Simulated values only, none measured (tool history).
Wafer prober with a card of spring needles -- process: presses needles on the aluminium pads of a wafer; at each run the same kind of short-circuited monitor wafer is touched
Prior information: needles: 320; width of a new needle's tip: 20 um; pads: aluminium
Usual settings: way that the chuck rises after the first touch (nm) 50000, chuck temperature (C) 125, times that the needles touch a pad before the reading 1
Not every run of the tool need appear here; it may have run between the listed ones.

run     day  way that the chuck rises after the first touch (nm)  chuck temperature (C)  times that the needles touch a pad before the reading  resistance of one needle with its contact and lead (mohm)  way that a needle slides on the pad (nm)
  1       0                                                50000                    125                                                      1                                                        158                                      9170
      0.367  -- tips cleaned on abrasive film
      0.658  -- tips cleaned on abrasive film
  2   0.733                                                50000                    125                                                      1                                                        183                                      9160
      0.954  -- tips cleaned on abrasive film
      1.317  -- tips cleaned on abrasive film
      1.683  -- tips cleaned on abrasive film
       2.05  -- tips cleaned on abrasive film
  3   2.171                                                50000                    125                                                      1                                                        194                                      9270
      2.392  -- tips cleaned on abrasive film
      2.758  -- tips cleaned on abrasive film
  4   2.883                                                50000                    125                                                      1                                                        192                                      8980
      3.104  -- tips cleaned on abrasive film
      3.396  -- tips cleaned on abrasive film
      3.762  -- tips cleaned on abrasive film
      4.054  -- tips cleaned on abrasive film
      4.417  -- tips cleaned on abrasive film
  5   4.429                                                50000                    125                                                      2                                                        156                                      8880
      4.721  -- tips cleaned on abrasive film
      5.083  -- tips cleaned on abrasive film
  6   5.146                                                50000                    125                                                      2                                                        165                                      8890
      5.233  -- height of the first contact set anew
      5.454  -- tips cleaned on abrasive film
      5.817  -- tips cleaned on abrasive film
  7   6.021                                                50000                    125                                                      2                                                        182                                      9770
      6.167  -- tips cleaned on abrasive film
      6.533  -- tips cleaned on abrasive film
      6.896  -- tips cleaned on abrasive film
  8   7.058                                                50000                     53                                                      1                                                        188                                      9720
      7.208  -- tips cleaned on abrasive film
      7.571  -- tips cleaned on abrasive film
      7.867  -- tips cleaned on abrasive film
      8.229  -- tips cleaned on abrasive film
      8.579  -- tips cleaned on abrasive film
  9   8.579                                                50000                     53                                                      1                                                        141                                      9620
      8.942  -- tips cleaned on abrasive film
      9.308  -- tips cleaned on abrasive film
      9.671  -- tips cleaned on abrasive film
 10   9.679                                                68000                    125                                                      1                                                        150                                     12830
      9.975  -- tips cleaned on abrasive film
     10.267  -- tips cleaned on abrasive film
     10.629  -- tips cleaned on abrasive film
 11  10.821                                                68000                    125                                                      1                                                        178                                     13100
     10.971  -- tips cleaned on abrasive film
     11.262  -- tips cleaned on abrasive film
     11.629  -- tips cleaned on abrasive film
     11.992  -- tips cleaned on abrasive film
 12  12.208                                                50000                    125                                                      1                                                        211                                      9500
     12.354  -- tips cleaned on abrasive film
     12.721  -- tips cleaned on abrasive film
     13.083  -- tips cleaned on abrasive film
 13  13.367                                                50000                    125                                                      2                                                        191                                      9290
     13.446  -- tips cleaned on abrasive film
     13.738  -- tips cleaned on abrasive film
       14.1  -- tips cleaned on abrasive film
     14.467  -- tips cleaned on abrasive film
     14.833  -- tips cleaned on abrasive film
 14  15.029                                                40000                     35                                                      3                                                        178                                      7210
     15.175  -- tips cleaned on abrasive film
     15.542  -- tips cleaned on abrasive film
     15.904  -- tips cleaned on abrasive film
     16.271  -- tips cleaned on abrasive film
 15   16.45                                                40000                     35                                                      1                                                        235                                      7160
       16.6  -- tips cleaned on abrasive film
       17.1  -- card fitted with new needles
     17.467  -- tips cleaned on abrasive film
     17.758  -- tips cleaned on abrasive film
     18.121  -- tips cleaned on abrasive film
     18.458  -- tips cleaned on abrasive film
 16  18.458                                                50000                    125                                                      2                                                        148                                      9540
     18.825  -- tips cleaned on abrasive film
     19.188  -- tips cleaned on abrasive film
     19.554  -- tips cleaned on abrasive film
     19.862  -- tips cleaned on abrasive film
 17  19.862                                                56000                     89                                                      2                                                        141                                     10890
     20.229  -- tips cleaned on abrasive film
     20.592  -- tips cleaned on abrasive film
     20.888  -- tips cleaned on abrasive film
      21.25  -- tips cleaned on abrasive film
 18  21.258                                                56000                     89                                                      2                                                        141                                     10670
      21.55  -- tips cleaned on abrasive film
     21.917  -- tips cleaned on abrasive film
     22.279  -- tips cleaned on abrasive film
     22.575  -- tips cleaned on abrasive film
 19  22.646                                                35000                    105                                                      2                                                        177                                      6520
     22.938  -- tips cleaned on abrasive film
     23.304  -- tips cleaned on abrasive film
     23.654  -- tips cleaned on abrasive film
 20  23.654                                                50000                     35                                                      1                                                        137                                      9180

Expected results for the next run?
     23.946  -- tips cleaned on abrasive film
     24.312  -- tips cleaned on abrasive film
     24.675  -- tips cleaned on abrasive film
     25.042  -- tips cleaned on abrasive film
     25.333  -- tips cleaned on abrasive film
 21  25.4                                                41000                    116                                                      2                                                          ?                                         ?

{"run 21": {"resistance of one needle with its contact and lead (mohm)": 163, "way that a needle slides on the pad (nm)": 7480}}
With no hidden state in the tool, this same run would have given resistance of one needle with its contact and lead (mohm) 145, way that a needle slides on the pad (nm) 7990.
